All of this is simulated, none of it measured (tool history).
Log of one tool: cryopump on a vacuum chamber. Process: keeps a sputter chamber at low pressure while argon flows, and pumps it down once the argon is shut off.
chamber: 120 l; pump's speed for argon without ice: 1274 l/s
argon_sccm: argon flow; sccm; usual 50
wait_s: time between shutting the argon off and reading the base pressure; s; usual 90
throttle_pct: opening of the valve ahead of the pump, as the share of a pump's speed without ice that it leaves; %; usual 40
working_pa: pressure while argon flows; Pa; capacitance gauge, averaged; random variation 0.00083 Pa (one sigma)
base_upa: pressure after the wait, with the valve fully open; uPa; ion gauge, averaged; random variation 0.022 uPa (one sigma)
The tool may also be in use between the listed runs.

{"run": 1, "hour": 0.0, "argon_sccm": 50, "wait_s": 90, "throttle_pct": 40, "working_pa": 0.1822, "base_upa": 0.7}
{"run": 2, "hour": 39.3, "argon_sccm": 50, "wait_s": 90, "throttle_pct": 40, "working_pa": 0.185, "base_upa": 0.7}
{"run": 3, "hour": 61.6, "argon_sccm": 50, "wait_s": 90, "throttle_pct": 40, "working_pa": 0.1843, "base_upa": 0.7}
{"run": 4, "hour": 105.2, "argon_sccm": 50, "wait_s": 90, "throttle_pct": 40, "working_pa": 0.1863, "base_upa": 0.75}
{"run": 5, "hour": 147.6, "argon_sccm": 50, "wait_s": 90, "throttle_pct": 40, "working_pa": 0.19, "base_upa": 0.75}
{"run": 6, "hour": 188.3, "argon_sccm": 54, "wait_s": 90, "throttle_pct": 40, "working_pa": 0.2078, "base_upa": 0.78}
{"run": 7, "hour": 212.4, "argon_sccm": 54, "wait_s": 90, "throttle_pct": 40, "working_pa": 0.2067, "base_upa": 0.78}
{"run": 8, "hour": 262.0, "argon_sccm": 54, "wait_s": 90, "throttle_pct": 40, "working_pa": 0.1796, "base_upa": 0.66}
{"run": 9, "hour": 289.0, "argon_sccm": 50, "wait_s": 90, "throttle_pct": 40, "working_pa": 0.1675, "base_upa": 0.67}
{"run": 10, "hour": 331.7, "argon_sccm": 50, "wait_s": 90, "throttle_pct": 40, "working_pa": 0.1669, "base_upa": 0.67}
{"run": 11, "hour": 356.0, "argon_sccm": 50, "wait_s": 90, "throttle_pct": 40, "working_pa": 0.1673, "base_upa": 0.67}
{"run": 12, "hour": 378.6, "argon_sccm": 50, "wait_s": 90, "throttle_pct": 40, "working_pa": 0.1702, "base_upa": 0.69}
{"run": 13, "hour": 411.3, "argon_sccm": 50, "wait_s": 90, "throttle_pct": 40, "working_pa": 0.1712, "base_upa": 0.69}
{"run": 14, "hour": 430.0, "argon_sccm": 50, "wait_s": 90, "throttle_pct": 40, "working_pa": 0.1712, "base_upa": 0.69}
{"run": 15, "hour": 454.1, "argon_sccm": 50, "wait_s": 90, "throttle_pct": 40, "working_pa": 0.1716, "base_upa": 0.72}
{"run": 16, "hour": 478.9, "argon_sccm": 65, "wait_s": 90, "throttle_pct": 40, "working_pa": 0.2217, "base_upa": 0.68}
{"run": 17, "hour": 512.3, "argon_sccm": 65, "wait_s": 90, "throttle_pct": 40, "working_pa": 0.2252, "base_upa": 0.77}
{"run": 18, "hour": 553.6, "argon_sccm": 35, "wait_s": 83, "throttle_pct": 35, "working_pa": 0.1389, "base_upa": 0.76}
{"run": 19, "hour": 579.5, "argon_sccm": 58, "wait_s": 90, "throttle_pct": 40, "working_pa": 0.2027, "base_upa": 0.73}
{"run": 20, "hour": 615.5, "argon_sccm": 37, "wait_s": 22, "throttle_pct": 39, "working_pa": 0.1328, "base_upa": 1.76}
{"run": 21, "hour": 651.5, "argon_sccm": 50, "wait_s": 90, "throttle_pct": 16, "working_pa": 0.4272, "base_upa": 0.79}
{"run": 22, "hour": 696.3, "argon_sccm": 24, "wait_s": 195, "throttle_pct": 44, "working_pa": 0.0781, "base_upa": 0.65}
{"run": 23, "hour": 726.3, "argon_sccm": 24, "wait_s": 195, "throttle_pct": 44, "working_pa": 0.0796, "base_upa": 0.68}
{"run": 24, "hour": 768.6, "argon_sccm": 48, "wait_s": 90, "throttle_pct": 37, "working_pa": 0.1872, "base_upa": 0.84}
{"run": 25, "hour": 797.9, "argon_sccm": 45, "wait_s": 90, "throttle_pct": 24, "working_pa": 0.2635, "base_upa": 0.91}
{"run": 26, "hour": 842.9, "argon_sccm": 71, "wait_s": 90, "throttle_pct": 52, "working_pa": 0.2059, "base_upa": 0.89}
{"run": 27, "hour": 862.1, "argon_sccm": 20, "wait_s": 41, "throttle_pct": 19, "working_pa": 0.1463, "base_upa": 1.31}
{"run": 28, "hour": 885.4, "argon_sccm": 20, "wait_s": 41, "throttle_pct": 45, "working_pa": 0.0668, "base_upa": 1.22}
{"run": 29, "hour": 916.6, "argon_sccm": 20, "wait_s": 41, "throttle_pct": 45, "working_pa": 0.0675, "base_upa": 1.26}
{"run": 30, "hour": 954.0, "argon_sccm": 20, "wait_s": 54, "throttle_pct": 45, "working_pa": 0.0683, "base_upa": 1.15}
{"run": 31, "hour": 987.5, "argon_sccm": 29, "wait_s": 208, "throttle_pct": 44, "working_pa": 0.1011, "base_upa": 0.79}
{"run": 32, "hour": 1023.6, "argon_sccm": 72, "wait_s": 164, "throttle_pct": 40, "working_pa": 0.2762, "base_upa": 0.87}

Taken out of this log: 1 entry between the listed runs. Where each belongs, and how the hidden state differs across it:
Between runs 7 and 8: pump warmed up, emptied and cooled again (hour 261.3)
  pump's speed, % of a pump's without ice: 72.5 -> 99.6; cold plate's temperature, K: 12.36 -> 12.37; leak into the chamber, uPa l/s: 418 -> 429
  measured less the result without the state, working_pa: +0.0278 -> +0.0009 Pa; base_upa: +0.22 -> +0.1 uPa

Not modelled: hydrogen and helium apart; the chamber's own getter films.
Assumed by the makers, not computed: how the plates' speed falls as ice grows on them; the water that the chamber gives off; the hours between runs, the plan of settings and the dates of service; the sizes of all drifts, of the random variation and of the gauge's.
